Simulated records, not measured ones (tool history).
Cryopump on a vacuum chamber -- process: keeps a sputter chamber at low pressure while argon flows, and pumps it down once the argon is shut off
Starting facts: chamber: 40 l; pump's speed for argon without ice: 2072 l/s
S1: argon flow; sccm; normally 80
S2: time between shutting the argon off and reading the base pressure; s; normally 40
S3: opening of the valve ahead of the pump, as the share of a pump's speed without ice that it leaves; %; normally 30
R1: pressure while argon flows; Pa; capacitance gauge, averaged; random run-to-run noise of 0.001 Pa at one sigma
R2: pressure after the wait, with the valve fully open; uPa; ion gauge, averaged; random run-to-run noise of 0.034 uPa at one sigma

run 1 day=0.000 | S1=80 S2=40 S3=30 | R1=0.2290 R2=2.10
run 2 day=0.817 | S1=80 S2=40 S3=30 | R1=0.2302 R2=2.17
run 3 day=1.279 | S1=80 S2=40 S3=30 | R1=0.2314 R2=2.12
run 4 day=1.942 | S1=80 S2=40 S3=30 | R1=0.2310 R2=2.14
run 5 day=2.404 | S1=80 S2=40 S3=30 | R1=0.2313 R2=2.18
run 6 day=2.875 | S1=80 S2=40 S3=22 | R1=0.3141 R2=2.16
run 7 day=3.596 | S1=80 S2=119 S3=30 | R1=0.2350 R2=1.11
run 8 day=4.246 | S1=80 S2=119 S3=30 | R1=0.2351 R2=1.11
run 9 day=4.946 | S1=80 S2=119 S3=30 | R1=0.2367 R2=1.08
run 10 day=5.333 | S1=80 S2=119 S3=55 | R1=0.1382 R2=1.11
run 11 day=5.917 | S1=80 S2=40 S3=15 | R1=0.4533 R2=2.20
run 12 day=6.646 | S1=80 S2=40 S3=15 | R1=0.4572 R2=2.22
run 13 day=7.429 | S1=80 S2=40 S3=15 | R1=0.4565 R2=2.27
run 14 day=7.888 | S1=80 S2=40 S3=15 | R1=0.4612 R2=2.25
run 15 day=8.379 | S1=80 S2=40 S3=15 | R1=0.4584 R2=2.30
run 16 day=9.233 | S1=80 S2=40 S3=30 | R1=0.2450 R2=2.24
-- day=9.600 leaking fittings of the chamber tightened, without venting
run 17 day=9.762 | S1=80 S2=40 S3=46 | R1=0.1710 R2=1.91
run 18 day=10.388 | S1=80 S2=40 S3=30 | R1=0.2466 R2=1.90
run 19 day=10.992 | S1=74 S2=114 S3=20 | R1=0.3305 R2=0.85
run 20 day=11.346 | S1=80 S2=87 S3=41 | R1=0.1903 R2=1.04
run 21 day=11.988 | S1=80 S2=87 S3=41 | R1=0.1921 R2=1.06
-- day=12.533 pump warmed up, emptied and cooled again
run 22 day=12.746 | S1=80 S2=87 S3=41 | R1=0.1587 R2=0.94
run 23 day=13.250 | S1=42 S2=87 S3=41 | R1=0.0845 R2=0.93
run 24 day=13.892 | S1=42 S2=101 S3=41 | R1=0.0839 R2=0.85
run 25 day=14.675 | S1=42 S2=101 S3=41 | R1=0.0840 R2=0.86
run 26 day=15.092 | S1=114 S2=40 S3=40 | R1=0.2350 R2=1.85
run 27 day=15.588 | S1=116 S2=153 S3=44 | R1=0.2188 R2=0.61
run 28 day=16.167 | S1=125 S2=40 S3=42 | R1=0.2511 R2=1.85
run 29 day=16.517 | S1=42 S2=22 S3=37 | R1=0.0946 R2=3.24
run 30 day=17.033 | S1=96 S2=40 S3=48 | R1=0.1694 R2=1.88
run 31 day=17.492 | S1=96 S2=40 S3=48 | R1=0.1721 R2=1.85
run 32 day=18.342 | S1=96 S2=40 S3=28 | R1=0.2890 R2=1.81

Run 33 comes next. What will it give?
run 33 day=18.962 | S1=51 S2=186 S3=16 | R1=? R2=?

{"run 33": {"R1": 0.2645, "R2": 0.56}}
On a tool with no hidden condition, and with the same random variation, this run would have come out at R1 0.2594 Pa, R2 0.50 uPa.
